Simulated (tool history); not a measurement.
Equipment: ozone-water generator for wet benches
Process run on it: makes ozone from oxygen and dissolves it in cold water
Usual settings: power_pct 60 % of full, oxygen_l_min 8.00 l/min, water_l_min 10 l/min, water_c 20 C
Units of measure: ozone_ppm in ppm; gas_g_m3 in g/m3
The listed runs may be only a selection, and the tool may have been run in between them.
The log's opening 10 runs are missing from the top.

run     day  power_pct  oxygen_l_min  water_l_min  water_c  ozone_ppm  gas_g_m3
 11  25.738         80          8.00           10       20       46.0     250.2
 12  28.896         79          8.00           10       20       45.9     250.4
 13  31.067         60          8.00           10       20       36.9     202.6
 14  34.329         60          8.00           10       20       37.2     203.7
 15  36.088         60          8.00           10       20       37.1     202.5
     37.012  -- gauge calibrated
 16  38.058         60          4.95           10       20       44.1     271.5
 17  39.962         60          4.95           10       20       43.8     271.7
 18  41.558         60          7.04           15       20       31.3     215.6
 19  43.112         60          7.04           15       20       31.1     216.6
 20  46.108         60          7.04           15       20       31.4     216.2
 21  49.254         60          7.04           15       20       31.4     217.7
 22  52.158         60          7.04           15       20       31.2     218.6
 23  53.967         60          7.04           15       20       31.4     218.5
 24  56.000         88          4.15            6       20       80.1     416.4
 25  57.579         88          4.15            6       20       81.2     422.2
 26  60.112         88          4.15           15       24       44.1     416.9
 27  62.746         88          4.15           15       24       44.4     417.3
 28  65.175         88          4.15           15       24       44.2     421.7
 29  68.779         50          8.24           10       28       26.7     171.0
 30  71.921         84          7.76           13       13       49.2     267.9
 31  74.954         60          6.79           14       20       32.8     229.5

The next listed run, before its measurement:
 32  77.508         56          4.74            9       20          ?         ?

For run 32 the tool returned ozone_ppm 44.2 ppm, gas_g_m3 275.2 g/m3.
On a tool with no hidden condition, and with the same random variation, this run would have come out at ozone_ppm 44.2 ppm, gas_g_m3 266.9 g/m3.
